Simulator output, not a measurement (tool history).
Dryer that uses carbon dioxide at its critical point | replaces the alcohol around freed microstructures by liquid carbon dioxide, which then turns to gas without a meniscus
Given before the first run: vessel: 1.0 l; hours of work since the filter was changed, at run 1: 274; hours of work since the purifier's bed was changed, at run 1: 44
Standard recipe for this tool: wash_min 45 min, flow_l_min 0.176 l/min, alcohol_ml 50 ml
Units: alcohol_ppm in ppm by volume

| run | hour | wash_min | flow_l_min | alcohol_ml | hours of work since the filter was changed | hours of work since the purifier's bed was changed | alcohol_ppm |
|---|---|---|---|---|---|---|---|
| 1 | 0 | 45 | 0.176 | 50 | 274 | 44 | 138 |
| 2 | 12.6 | 45 | 0.176 | 50 | 282 | 52 | 130 |
| 3 | 19.7 | 45 | 0.176 | 50 | 286 | 56 | 134 |
| 4 | 25.7 | 45 | 0.176 | 50 | 290 | 60 | 139 |
| 5 | 33.6 | 45 | 0.176 | 50 | 295 | 65 | 146 |
| 6 | 40.9 | 45 | 0.176 | 50 | 299 | 69 | 156 |
| 7 | 54.9 | 45 | 0.176 | 42 | 308 | 78 | 138 |
| 8 | 66.7 | 45 | 0.145 | 42 | 315 | 85 | 351 |
| 9 | 77.1 | 45 | 0.145 | 42 | 322 | 92 | 344 |
| 10 | 89.5 | 45 | 0.176 | 50 | 329 | 99 | 169 |
| 11 | 102.8 | 45 | 0.176 | 50 | 338 | 108 | 185 |
| 12 | 114 | 45 | 0.176 | 50 | 345 | 115 | 187 |
| 13 | 125.5 | 45 | 0.176 | 50 | 352 | 122 | 193 |
| 14 | 135.4 | 45 | 0.176 | 50 | 358 | 128 | 196 |
| 15 | 142.9 | 45 | 0.176 | 50 | 363 | 133 | 197 |
| 16 | 150.5 | 45 | 0.176 | 50 | 367 | 137 | 212 |
| 17 | 162.5 | 41 | 0.176 | 50 | 375 | 145 | 323 |
|  | 172.5 | inlet filter changed |
| 18 | 173.6 | 45 | 0.176 | 29 | 1 | 151 | 110 |
| 19 | 186.9 | 45 | 0.176 | 29 | 9 | 159 | 110 |
| 20 | 197.1 | 45 | 0.109 | 29 | 15 | 166 | 515 |
| 21 | 209 | 45 | 0.171 | 50 | 23 | 173 | 141 |
| 22 | 220.4 | 45 | 0.171 | 50 | 30 | 180 | 154 |
| 23 | 232.9 | 45 | 0.171 | 50 | 38 | 188 | 152 |
| 24 | 241.5 | 32 | 0.19 | 43 | 43 | 193 | 313 |
| 25 | 256.1 | 68 | 0.174 | 50 | 52 | 203 | 99 |
| 26 | 263.9 | 68 | 0.174 | 50 | 57 | 207 | 104 |
| 27 | 277.8 | 45 | 0.117 | 23 | 66 | 216 | 383 |
| 28 | 289.7 | 36 | 0.253 | 28 | 73 | 223 | 114 |
| 29 | 300.4 | 34 | 0.234 | 28 | 80 | 230 | 148 |
| 30 | 310.6 | 56 | 0.234 | 28 | 86 | 236 | 111 |
| 31 | 319.4 | 28 | 0.141 | 56 | 91 | 242 | 2120 |
| 32 | 333.5 | 28 | 0.151 | 108 | 100 | 251 | 3220 |
| 33 | 343.3 | 28 | 0.151 | 108 | 106 | 257 | 3234 |
| 34 | 351.4 | 34 | 0.112 | 66 | 111 | 262 | 2998 |
| 35 | 360.6 | 34 | 0.112 | 66 | 117 | 268 | 2966 |
| 36 | 371 | 52 | 0.18 | 63 | 123 | 274 | 156 |
| 37 | 384.2 | 31 | 0.176 | 23 | 132 | 282 | 389 |
| 38 | 395.2 | 31 | 0.176 | 23 | 139 | 289 | 386 |
| 39 | 405.2 | 54 | 0.25 | 51 | 145 | 295 | 151 |
| 40 | 411.3 | 54 | 0.25 | 51 | 149 | 299 | 139 |
| 41 | 421 | 54 | 0.25 | 51 | 155 | 305 | 153 |

Consider 4 possible next runs. They are alternatives, not a sequence: every one starts from the tool as it was left by run 41. What does each give?
| A | 431.2 | 42 | 0.176 | 31 | 161 | 311 | ? |
| B | 431.2 | 49 | 0.251 | 50 | 161 | 311 | ? |
| C | 431.2 | 45 | 0.22 | 50 | 161 | 311 | ? |
| D | 431.2 | 43 | 0.123 | 97 | 161 | 311 | ? |

| run | alcohol_ppm |
|---|---|
| A | 224 |
| B | 155 |
| C | 151 |
| D | 1469 |
Stripped of hidden state, with their random variation kept, the same runs would have yielded:
| run | alcohol_ppm |
|---|---|
| A | 53 |
| B | 7 |
| C | 1 |
| D | 960 |
